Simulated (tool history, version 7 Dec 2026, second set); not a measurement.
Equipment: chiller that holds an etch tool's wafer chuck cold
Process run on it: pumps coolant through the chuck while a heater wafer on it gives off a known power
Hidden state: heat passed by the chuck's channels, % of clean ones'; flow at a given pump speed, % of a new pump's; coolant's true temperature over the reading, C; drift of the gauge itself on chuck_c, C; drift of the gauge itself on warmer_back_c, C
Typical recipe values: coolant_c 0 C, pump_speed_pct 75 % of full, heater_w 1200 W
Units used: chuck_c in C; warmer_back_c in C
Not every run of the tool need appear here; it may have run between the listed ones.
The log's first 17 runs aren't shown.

run,hour,coolant_c,pump_speed_pct,heater_w,hours since the coolant was changed and the channels were flushed,hours since the pump was overhauled,hours since the chiller's thermometer was calibrated,chuck_c,warmer_back_c
18,992.6,0,73,1722,2623,4338,777,17.9,9.61
19,1041.2,0,73,1722,2672,4387,825,17.8,9.50
20,1084.2,2,77,1198,2715,4430,868,14.1,6.35
21,1136.3,2,61,1274,2767,4482,920,17.1,8.33
22,1203.3,2,61,1274,2834,4549,987,17.1,8.44
23,1266.2,2,68,1355,2897,4612,1050,16.9,8.09
24,1339.2,2,68,1355,2970,4685,1123,17.0,8.09
25,1416.2,0,83,1796,3047,4762,1200,17.5,8.84
26,1463.6,0,83,1796,3094,4809,1248,17.8,8.95
27,1525.0,0,83,1796,3156,4871,1309,17.6,8.85
28,1590.2,0,83,1796,3221,4936,1374,17.7,8.96
29,1654.3,9,75,621,3285,5000,1438,15.8,3.40
30,1722.7,8,75,913,3353,5069,1507,17.6,5.04
31,1770.8,7,97,1726,3401,5117,1555,22.7,7.36
32,1810.1,2,72,955,3441,5156,1594,12.7,5.45

Below are 4 alternative next runs, each starting from the tool's condition after run 32. Predict each:
A,1885.3,-5,72,1732,3516,5231,1669,?,?
B,1885.3,-7,64,1055,3516,5231,1669,?,?
C,1885.3,-3,79,935,3516,5231,1669,?,?
D,1885.3,7,72,955,3516,5231,1669,?,?

run,chuck_c,warmer_back_c
A,14.0,9.87
B,5.6,6.72
C,6.9,4.84
D,17.6,5.47
Without the tool's hidden state the same runs would have given:
run,chuck_c,warmer_back_c
A,10.7,8.91
B,3.4,6.07
C,5.0,4.36
D,15.6,4.94

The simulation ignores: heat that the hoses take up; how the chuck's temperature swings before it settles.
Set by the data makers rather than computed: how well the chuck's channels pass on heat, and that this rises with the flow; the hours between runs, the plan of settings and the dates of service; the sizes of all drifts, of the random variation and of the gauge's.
